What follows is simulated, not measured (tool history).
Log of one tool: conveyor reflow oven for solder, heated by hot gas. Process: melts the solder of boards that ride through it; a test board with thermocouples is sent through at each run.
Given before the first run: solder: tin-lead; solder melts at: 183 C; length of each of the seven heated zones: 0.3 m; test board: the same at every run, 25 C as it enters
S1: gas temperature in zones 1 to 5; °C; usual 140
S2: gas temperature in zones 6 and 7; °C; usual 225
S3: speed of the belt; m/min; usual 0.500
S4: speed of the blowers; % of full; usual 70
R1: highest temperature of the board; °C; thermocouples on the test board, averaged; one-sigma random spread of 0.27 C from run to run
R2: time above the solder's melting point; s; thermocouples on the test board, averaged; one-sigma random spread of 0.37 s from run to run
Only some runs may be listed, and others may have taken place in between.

run   hour   S1   S2     S3  S4     R1    R2
  1    0.0  140  225  0.500  70  212.0  51.7
  2   15.1  140  226  0.500  70  212.6  52.3
  3   30.5  140  226  0.500  70  213.2  52.4
  4   50.4  140  226  0.500  70  213.0  51.6
  5   69.1  140  226  0.578  70  208.2  41.0
  6   93.2  136  226  0.578  70  207.6  39.0
  7  106.0  136  226  0.578  70  207.4  38.3
  8  128.7  136  226  0.578  72  207.4  38.8
  9  153.9  136  226  0.578  72  207.2  38.5
 10  169.2  136  226  0.578  72  207.8  38.7
 11  192.2  136  226  0.578  72  207.0  38.4
 12  209.6  136  226  0.578  72  207.5  38.3
 13  222.0  140  231  0.500  70  216.3  55.3
 14  248.9  140  231  0.500  70  214.5  53.2
 15  271.1  140  231  0.500  70  214.2  53.0
 16  284.6  140  231  0.458  70  217.0  60.8
 17  309.5  140  236  0.500  70  218.8  56.4
 18  334.7  140  224  0.516  70  212.3  50.8
 19  347.0  140  220  0.516  70  208.6  47.7
 20  363.2  140  220  0.516  71  208.9  47.9
 21  389.1  140  222  0.408  71  215.2  70.2
 22  400.9  140  222  0.408  71  216.2  69.8
 23  426.4  140  225  0.500  66  213.0  52.3
 24  444.2  149  235  0.483  74  225.3  67.0
 25  470.2  149  235  0.483  74  225.2  67.0
 26  489.7  134  225  0.500  70  212.5  50.8
 27  509.6  134  225  0.500  70  212.1  50.5
 28  530.7  144  225  0.500  78  215.2  56.5
 29  555.6  138  228  0.471  70  217.1  59.2
 30  566.7  130  225  0.500  55  207.5  43.1

Taken out of this log: 2 entries between the listed runs. Where each belongs, and how the hidden state differs across it:
Run 13 -> run 14: flux residue cleaned out of gas plates and filters (hour 229.1)
  heat that the gas passes to the board, % of a clean oven's: 87.8 -> 80.7; belt's true speed, % of the reading: 98.23 -> 98.19; true gas temperature in zones 6 and 7 over the reading, C: 1.03 -> 1.07
  the result without the hidden state subtracted from the measured one, R1: -1.4 -> -3.3 °C; R2: -0.5 -> -2.4 s
Run 17 -> run 18: flux residue cleaned out of gas plates and filters, once more (hour 317.9)
  heat that the gas passes to the board, % of a clean oven's: 79.4 -> 99.5; belt's true speed, % of the reading: 98.07 -> 98.04; true gas temperature in zones 6 and 7 over the reading, C: 1.17 -> 1.21
  the result without the hidden state subtracted from the measured one, R1: -3.8 -> +1.4 °C; R2: -2.1 -> +2.3 s
